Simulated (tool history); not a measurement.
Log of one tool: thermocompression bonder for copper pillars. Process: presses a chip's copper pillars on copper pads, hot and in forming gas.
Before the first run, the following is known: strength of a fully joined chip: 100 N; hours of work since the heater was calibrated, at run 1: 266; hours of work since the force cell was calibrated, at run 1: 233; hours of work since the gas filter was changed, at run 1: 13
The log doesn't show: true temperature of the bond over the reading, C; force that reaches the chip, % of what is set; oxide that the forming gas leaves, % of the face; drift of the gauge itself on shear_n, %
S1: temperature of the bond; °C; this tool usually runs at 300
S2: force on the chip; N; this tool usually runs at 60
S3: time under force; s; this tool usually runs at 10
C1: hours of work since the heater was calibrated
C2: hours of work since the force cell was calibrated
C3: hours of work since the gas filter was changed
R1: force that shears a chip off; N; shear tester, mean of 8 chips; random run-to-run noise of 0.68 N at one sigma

run   hour   S1  S2  S3   C1   C2   C3    R1
  1    0.0  300  60  10  266  233   13  43.2
  2   17.1  300  60  10  279  245   25  43.0
  3   32.2  300  60  10  289  256   36  43.3
  4   48.6  300  60  12  301  268   48  45.9
  5   65.6  300  60  12  313  280   60  44.3
  6   75.6  300  60  10  321  287   67  41.9
  7   92.2  300  60  10  332  299   79  43.5
  8  101.4  300  60  10  339  305   86  42.1
  9  112.2  300  60  10  347  313   93  41.7
 10  121.5  300  60  10  353  320  100  41.7
 11  137.7  300  48   9  365  331  112  35.7
 12  149.0  329  48  22  373  340  120  60.5
 13  158.4  289  79   8  380  346  126  38.7
 14  175.9  289  79  17  392  359  139  51.6
 15  185.0  312  79  29  399  365  145  70.1
 16  194.8  300  81   5  406  372  153  37.6
 17  204.5  300  81   5  413  379  159  36.8
 18  219.3  300  81   5  423  390  170  36.7
 19  236.8  300  55  10  436  402  183  39.9

Branching from run 19: 5 alternative next runs. What would each branch give?
  A  244.6  305  55  10  442  408  188   ?
  B  244.6  300  60  12  442  408  188   ?
  C  244.6  305  71   6  442  408  188   ?
  D  244.6  310  41  16  442  408  188   ?
  E  244.6  311  55   7  442  408  188   ?

run    R1
  A  39.5
  B  42.3
  C  38.1
  D  43.2
  E  37.7
The same runs, with their run-to-run variation unchanged, on a tool lacking any hidden condition would have given:
run    R1
  A  45.8
  B  48.9
  C  44.2
  D  49.8
  E  43.7
